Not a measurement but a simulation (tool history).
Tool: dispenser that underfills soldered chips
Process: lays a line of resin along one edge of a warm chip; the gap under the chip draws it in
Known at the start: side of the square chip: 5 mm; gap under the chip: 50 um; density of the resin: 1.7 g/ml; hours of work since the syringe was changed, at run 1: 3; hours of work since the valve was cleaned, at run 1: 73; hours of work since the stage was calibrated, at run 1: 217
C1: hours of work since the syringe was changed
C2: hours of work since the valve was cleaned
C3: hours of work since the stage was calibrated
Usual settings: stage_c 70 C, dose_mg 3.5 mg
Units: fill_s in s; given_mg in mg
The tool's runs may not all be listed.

Run 1, hour 0: usual settings; C1 3; C2 73; C3 217. Result: fill_s 9.7 s, given_mg 3.42 mg.
Run 2, hour 6.1: usual settings; C1 8; C2 78; C3 221. Result: fill_s 14.4 s, given_mg 3.403 mg.
At hour 9: new syringe of resin.
Run 3, hour 11.9: usual settings but stage_c 67 C; C1 2; C2 82; C3 226. Result: fill_s 10.3 s, given_mg 3.393 mg.
Run 4, hour 20.4: usual settings but stage_c 67 C; C1 9; C2 89; C3 232. Result: fill_s 16.6 s, given_mg 3.373 mg.
At hour 22.8: new syringe of resin.
Run 5, hour 27.1: usual settings but stage_c 67 C; C1 3; C2 94; C3 237. Result: fill_s 10.6 s, given_mg 3.38 mg.
Run 6, hour 34.4: usual settings but stage_c 67 C; C1 9; C2 100; C3 243. Result: fill_s 17 s, given_mg 3.377 mg.
At hour 36.2: new syringe of resin.
Run 7, hour 41.5: usual settings but stage_c 67 C; C1 4; C2 105; C3 248. Result: fill_s 11 s, given_mg 3.363 mg.
Run 8, hour 45.7: usual settings but stage_c 67 C; C1 7; C2 108; C3 251. Result: fill_s 15 s, given_mg 3.363 mg.
At hour 49.5: new syringe of resin.
Run 9, hour 51.8: usual settings but stage_c 67 C; C1 2; C2 113; C3 256. Result: fill_s 9.9 s, given_mg 3.355 mg.
Run 10, hour 56.4: usual settings but stage_c 67 C; C1 5; C2 116; C3 260. Result: fill_s 12.6 s, given_mg 3.349 mg.
At hour 61.1: dispensing valve cleaned and set on the balance.
Run 11, hour 63.3: usual settings but stage_c 67 C; C1 10; C2 2; C3 264. Result: fill_s 17.1 s, given_mg 3.502 mg.
At hour 64.2: new syringe of resin.
Run 12, hour 72.4: usual settings but stage_c 67 C; C1 6; C2 9; C3 271. Result: fill_s 13.3 s, given_mg 3.492 mg.
Run 13, hour 77: usual settings but stage_c 67 C; C1 10; C2 12; C3 274. Result: fill_s 17.7 s, given_mg 3.477 mg.
At hour 78.2: new syringe of resin.
Run 14, hour 83.9: usual settings but stage_c 67 C; C1 4; C2 17; C3 280. Result: fill_s 11.5 s, given_mg 3.477 mg.
Run 15, hour 88.8: usual settings but stage_c 67 C, dose_mg 3.44 mg; C1 8; C2 21; C3 283. Result: fill_s 15.8 s, given_mg 3.387 mg.
At hour 91.6: new syringe of resin.
Run 16, hour 98.8: usual settings but stage_c 67 C, dose_mg 3.44 mg; C1 6; C2 29; C3 291. Result: fill_s 13 s, given_mg 3.409 mg.
At hour 105.2: new syringe of resin.
Run 17, hour 105.3: usual settings but stage_c 67 C, dose_mg 3.44 mg; C1 0; C2 33; C3 296. Result: fill_s 8.5 s, given_mg 3.384 mg.
Run 18, hour 112: usual settings but stage_c 67 C, dose_mg 3.44 mg; C1 5; C2 39; C3 301. Result: fill_s 12.9 s, given_mg 3.373 mg.
At hour 118.9: new syringe of resin.
Run 19, hour 121.5: usual settings but stage_c 69 C, dose_mg 3.7 mg; C1 2; C2 46; C3 308. Result: fill_s 8.5 s, given_mg 3.624 mg.
Run 20, hour 128.1: usual settings but stage_c 65 C, dose_mg 3.83 mg; C1 7; C2 51; C3 313. Result: fill_s 15.4 s, given_mg 3.746 mg.
At hour 132.7: new syringe of resin.
Run 21, hour 138.6: usual settings but stage_c 64 C, dose_mg 3.2 mg; C1 5; C2 59; C3 321. Result: fill_s 12.8 s, given_mg 3.12 mg.
Run 22, hour 144.9: usual settings but stage_c 64 C, dose_mg 3.44 mg; C1 10; C2 64; C3 326. Result: fill_s 19.4 s, given_mg 3.356 mg.
At hour 146.3: new syringe of resin.
Run 23, hour 152.2: usual settings but stage_c 64 C, dose_mg 3.44 mg; C1 5; C2 69; C3 331. Result: fill_s 13.9 s, given_mg 3.348 mg.
At hour 160: new syringe of resin.
Run 24, hour 160.7: usual settings but stage_c 59 C, dose_mg 3.05 mg; C1 1; C2 75; C3 338. Result: fill_s 11.6 s, given_mg 2.963 mg.
Run 25, hour 169.5: usual settings but stage_c 59 C, dose_mg 3.05 mg; C1 7; C2 82; C3 345. Result: fill_s 20.6 s, given_mg 2.961 mg.
At hour 173.4: new syringe of resin.
Run 26, hour 178.7: usual settings but stage_c 59 C, dose_mg 3.05 mg; C1 4; C2 89; C3 351. Result: fill_s 16.1 s, given_mg 2.925 mg.
At hour 187.1: new syringe of resin.
Run 27, hour 187.8: usual settings but stage_c 59 C, dose_mg 3.05 mg; C1 1; C2 96; C3 358. Result: fill_s 11.7 s, given_mg 2.937 mg.
Run 28, hour 197.7: usual settings but stage_c 83 C, dose_mg 3.4 mg; C1 8; C2 104; C3 366. Result: fill_s 8.5 s, given_mg 3.263 mg.
At hour 200.5: new syringe of resin.
Run 29, hour 207.7: usual settings but stage_c 74 C, dose_mg 4.1 mg; C1 6; C2 111; C3 374. Result: fill_s 10 s, given_mg 3.909 mg.
Run 30, hour 211.9: usual settings but stage_c 81 C, dose_mg 3.99 mg; C1 9; C2 114; C3 377. Result: fill_s 9.8 s, given_mg 3.817 mg.
At hour 213.7: new syringe of resin.
Run 31, hour 216.5: usual settings but stage_c 64 C, dose_mg 4.03 mg; C1 2; C2 118; C3 380. Result: fill_s 10.1 s, given_mg 3.843 mg.
At hour 219.3: dispensing valve cleaned and set on the balance.
Run 32, hour 221.8: usual settings but stage_c 62 C, dose_mg 3.23 mg; C1 5; C2 2; C3 383. Result: fill_s 15 s, given_mg 3.224 mg.
At hour 228.4: new syringe of resin.
Run 33, hour 231: usual settings but stage_c 62 C, dose_mg 3.23 mg; C1 2; C2 9; C3 390. Result: fill_s 11.4 s, given_mg 3.22 mg.
Run 34, hour 235.9: usual settings but stage_c 63 C, dose_mg 3.86 mg; C1 6; C2 13; C3 394. Result: fill_s 14.8 s, given_mg 3.842 mg.
At hour 241.9: new syringe of resin.
Run 35, hour 242.4: usual settings but dose_mg 3.98 mg; C1 0; C2 17; C3 399. Result: fill_s 7.3 s, given_mg 3.945 mg.

Forecast each of these 3 alternatives for the next run:
Run A, hour 247.6: usual settings but stage_c 58 C, dose_mg 3.87 mg; C1 4; C2 21; C3 403. Result: fill_s ?, given_mg ?.
Run B, hour 247.6: usual settings but stage_c 72 C, dose_mg 4.4 mg; C1 4; C2 21; C3 403. Result: fill_s ?, given_mg ?.
Run C, hour 247.6: usual settings but stage_c 62 C, dose_mg 3.34 mg; C1 4; C2 21; C3 403. Result: fill_s ?, given_mg ?.

run  fill_s  given_mg
  A    16.7     3.829
  B     8.6     4.343
  C    13.7     3.305
Without the tool's hidden state the same runs would have given:
run  fill_s  given_mg
  A    13.7     3.865
  B     6.9     4.383
  C      11     3.336
